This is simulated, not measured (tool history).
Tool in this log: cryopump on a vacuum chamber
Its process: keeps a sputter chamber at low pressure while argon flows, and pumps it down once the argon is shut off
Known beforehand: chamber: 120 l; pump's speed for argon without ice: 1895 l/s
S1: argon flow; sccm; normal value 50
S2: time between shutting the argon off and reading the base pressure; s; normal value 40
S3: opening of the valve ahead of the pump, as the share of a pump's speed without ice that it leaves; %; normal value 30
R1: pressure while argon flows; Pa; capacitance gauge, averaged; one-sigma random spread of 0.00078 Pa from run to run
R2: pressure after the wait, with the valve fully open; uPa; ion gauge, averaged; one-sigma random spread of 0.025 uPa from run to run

Run 1, day 0: usual settings. Result: R1 0.1535 Pa, R2 1.9 uPa.
Run 2, day 0.754: usual settings but S3 28 %. Result: R1 0.1649 Pa, R2 2.02 uPa.
Run 3, day 1.85: usual settings but S3 28 %. Result: R1 0.1643 Pa, R2 2.03 uPa.
Run 4, day 2.846: usual settings but S3 28 %. Result: R1 0.1668 Pa, R2 2.02 uPa.
Run 5, day 3.85: usual settings but S2 85 s, S3 28 %. Result: R1 0.1657 Pa, R2 1.58 uPa.
Run 6, day 4.733: usual settings but S2 85 s, S3 28 %. Result: R1 0.1662 Pa, R2 1.62 uPa.
Run 7, day 5.429: usual settings but S2 85 s, S3 28 %. Result: R1 0.165 Pa, R2 1.57 uPa.
Run 8, day 5.971: usual settings but S2 85 s, S3 28 %. Result: R1 0.1668 Pa, R2 1.71 uPa.
Run 9, day 6.579: usual settings but S1 45 sccm, S2 85 s, S3 28 %. Result: R1 0.1498 Pa, R2 1.64 uPa.
Run 10, day 7.225: usual settings but S1 45 sccm, S2 85 s, S3 28 %. Result: R1 0.1493 Pa, R2 1.62 uPa.
Run 11, day 8.079: usual settings but S1 45 sccm, S2 85 s, S3 28 %. Result: R1 0.1492 Pa, R2 1.66 uPa.
Run 12, day 9.054: usual settings but S1 45 sccm, S2 85 s, S3 28 %. Result: R1 0.1492 Pa, R2 1.68 uPa.
Run 13, day 10.017: usual settings but S1 45 sccm, S2 85 s, S3 28 %. Result: R1 0.1494 Pa, R2 1.73 uPa.
Run 14, day 10.575: usual settings but S2 47 s. Result: R1 0.1562 Pa, R2 1.97 uPa.
Run 15, day 11.179: usual settings. Result: R1 0.1555 Pa, R2 2.14 uPa.
Run 16, day 12.212: usual settings but S2 58 s. Result: R1 0.1566 Pa, R2 1.89 uPa.
Run 17, day 12.954: usual settings but S2 58 s. Result: R1 0.1571 Pa, R2 1.95 uPa.
Run 18, day 13.721: usual settings but S1 27 sccm, S2 21 s, S3 34 %. Result: R1 0.075 Pa, R2 2.83 uPa.
Run 19, day 14.204: usual settings but S1 27 sccm, S2 21 s, S3 34 %. Result: R1 0.0758 Pa, R2 2.97 uPa.
Run 20, day 14.683: usual settings but S1 32 sccm, S2 69 s, S3 17 %. Result: R1 0.1731 Pa, R2 1.82 uPa.
Run 21, day 15.254: usual settings but S1 32 sccm, S2 69 s, S3 17 %. Result: R1 0.1746 Pa, R2 1.84 uPa.
Run 22, day 16.088: usual settings but S1 46 sccm. Result: R1 0.1464 Pa, R2 2.19 uPa.
Run 23, day 17.146: usual settings but S1 46 sccm. Result: R1 0.1445 Pa, R2 2.2 uPa.
Run 24, day 18.25: usual settings but S2 27 s. Result: R1 0.1591 Pa, R2 2.58 uPa.
Run 25, day 18.812: usual settings but S3 55 %. Result: R1 0.0914 Pa, R2 2.19 uPa.
Run 26, day 19.408: usual settings but S1 61 sccm, S2 74 s, S3 53 %. Result: R1 0.1155 Pa, R2 1.82 uPa.
Run 27, day 20.125: usual settings but S1 36 sccm, S2 21 s. Result: R1 0.1153 Pa, R2 3.03 uPa.
Run 28, day 20.967: usual settings but S2 32 s. Result: R1 0.1595 Pa, R2 2.58 uPa.
Run 29, day 21.575: usual settings but S1 78 sccm, S2 189 s, S3 20 %. Result: R1 0.3649 Pa, R2 1.64 uPa.

Predict each of these 3 candidate next runs independently; none follows another, all start after run 29:
Run A, day 22.246: usual settings but S1 41 sccm. Result: R1 ?, R2 ?.
Run B, day 22.246: usual settings but S1 46 sccm, S2 22 s, S3 17 %. Result: R1 ?, R2 ?.
Run C, day 22.246: usual settings but S1 82 sccm, S2 189 s, S3 36 %. Result: R1 ?, R2 ?.

run      R1    R2
  A  0.1312  2.32
  B  0.2531  2.87
  C  0.2221  1.68
Without the tool's unlogged condition, the same runs would have read:
run      R1    R2
  A  0.1219  0.97
  B  0.2428  1.59
  C  0.2036  0.37
